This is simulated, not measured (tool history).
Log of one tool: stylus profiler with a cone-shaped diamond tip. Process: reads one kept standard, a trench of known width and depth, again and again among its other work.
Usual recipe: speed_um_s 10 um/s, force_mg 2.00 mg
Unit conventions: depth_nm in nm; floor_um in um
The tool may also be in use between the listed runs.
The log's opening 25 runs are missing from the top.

{"run": 26, "hour": 887.5, "speed_um_s": 9, "force_mg": 5.88, "depth_nm": 503.21, "floor_um": 24.03}
{"run": 27, "hour": 928.1, "speed_um_s": 10, "force_mg": 1.4, "depth_nm": 500.01, "floor_um": 23.98}
{"run": 28, "hour": 964.3, "speed_um_s": 19, "force_mg": 2.75, "depth_nm": 501.0, "floor_um": 23.98}
{"run": 29, "hour": 983.9, "speed_um_s": 9, "force_mg": 2.39, "depth_nm": 500.5, "floor_um": 23.97}
{"run": 30, "hour": 1004.4, "speed_um_s": 9, "force_mg": 2.39, "depth_nm": 500.56, "floor_um": 23.93}
{"run": 31, "hour": 1031.8, "speed_um_s": 5, "force_mg": 3.72, "depth_nm": 501.53, "floor_um": 23.95}
{"run": 32, "hour": 1077.9, "speed_um_s": 5, "force_mg": 1.45, "depth_nm": 499.51, "floor_um": 23.93}
{"run": 33, "hour": 1112.5, "speed_um_s": 38, "force_mg": 3.1, "depth_nm": 501.18, "floor_um": 23.76}
{"run": 34, "hour": 1146.5, "speed_um_s": 10, "force_mg": 1.43, "depth_nm": 499.67, "floor_um": 23.79}
{"run": 35, "hour": 1166.6, "speed_um_s": 4, "force_mg": 1.43, "depth_nm": 499.63, "floor_um": 23.81}
{"run": 36, "hour": 1191.3, "speed_um_s": 6, "force_mg": 1.28, "depth_nm": 499.19, "floor_um": 23.78}
{"run": 37, "hour": 1234.2, "speed_um_s": 2, "force_mg": 4.22, "depth_nm": 501.62, "floor_um": 23.75}
{"run": 38, "hour": 1261.0, "speed_um_s": 4, "force_mg": 5.52, "depth_nm": 502.41, "floor_um": 23.78}
{"run": 39, "hour": 1300.5, "speed_um_s": 10, "force_mg": 2.83, "depth_nm": 500.51, "floor_um": 23.72}
{"run": 40, "hour": 1330.8, "speed_um_s": 31, "force_mg": 1.84, "depth_nm": 499.7, "floor_um": 23.56}
{"hour": 1373.0, "done": "height scale calibrated on a step standard"}
{"run": 41, "hour": 1373.9, "speed_um_s": 10, "force_mg": 5.75, "depth_nm": 504.71, "floor_um": 23.64}
{"run": 42, "hour": 1405.0, "speed_um_s": 10, "force_mg": 5.75, "depth_nm": 504.95, "floor_um": 23.6}
{"run": 43, "hour": 1448.9, "speed_um_s": 7, "force_mg": 3.03, "depth_nm": 502.77, "floor_um": 23.58}
{"run": 44, "hour": 1495.8, "speed_um_s": 11, "force_mg": 5.53, "depth_nm": 504.82, "floor_um": 23.55}
{"run": 45, "hour": 1536.3, "speed_um_s": 11, "force_mg": 5.53, "depth_nm": 504.93, "floor_um": 23.45}
{"run": 46, "hour": 1575.7, "speed_um_s": 13, "force_mg": 3.98, "depth_nm": 503.52, "floor_um": 23.46}

Each row is a separate what-if for the run after 46, all from the same tool condition, not one after another. Results?
{"run": "A", "hour": 1612.0, "speed_um_s": 26, "force_mg": 1.85, "depth_nm": "?", "floor_um": "?"}
{"run": "B", "hour": 1612.0, "speed_um_s": 27, "force_mg": 1.61, "depth_nm": "?", "floor_um": "?"}
{"run": "C", "hour": 1612.0, "speed_um_s": 6, "force_mg": 1.91, "depth_nm": "?", "floor_um": "?"}

run=A depth_nm=501.90 floor_um=23.33
run=B depth_nm=502.04 floor_um=23.34
run=C depth_nm=501.84 floor_um=23.39
Without the tool's hidden state the same runs would have given:
run=A depth_nm=502.26 floor_um=25.51
run=B depth_nm=502.40 floor_um=25.53
run=C depth_nm=502.20 floor_um=25.58
